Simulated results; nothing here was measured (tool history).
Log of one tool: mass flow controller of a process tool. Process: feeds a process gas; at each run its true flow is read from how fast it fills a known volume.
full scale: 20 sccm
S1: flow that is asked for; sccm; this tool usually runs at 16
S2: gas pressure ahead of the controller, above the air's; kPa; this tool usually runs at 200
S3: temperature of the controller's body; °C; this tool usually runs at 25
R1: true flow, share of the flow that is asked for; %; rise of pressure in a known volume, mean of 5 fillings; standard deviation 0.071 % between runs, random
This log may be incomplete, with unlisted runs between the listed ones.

run    hour  S1   S2  S3     R1
  1     0.0  16  200  25  99.56
  2    88.7  16  200  25  99.55
  3   138.1  16  200  25  99.67
  4   201.6  16  200  25  99.69
  5   283.8  16  200  25  99.57
  6   359.2  16  200  25  99.47
  7   421.0  15  200  25  99.47
  8   468.4  16  229  25  99.51
  9   557.6   5  169  20  98.21
 10   632.6   7  179  33  97.90
 11   733.0   7  179  33  97.85
 12   836.6   7  179  33  97.84
 13   888.0   7  179  25  98.40
 14   937.7   7  179  25  98.31
 15   989.1  11  159  25  99.09
 16  1047.0  11  159  25  98.93

Here are 3 independent what-if runs from the current tool condition. What would each one return?
  A  1140.3  13  156  25   ?
  B  1140.3  11  200  28   ?
  C  1140.3   8  195  25   ?

run     R1
  A  99.32
  B  98.59
  C  98.36
Without the tool's unlogged condition, the same runs would have read:
run     R1
  A  99.24
  B  98.57
  C  98.48
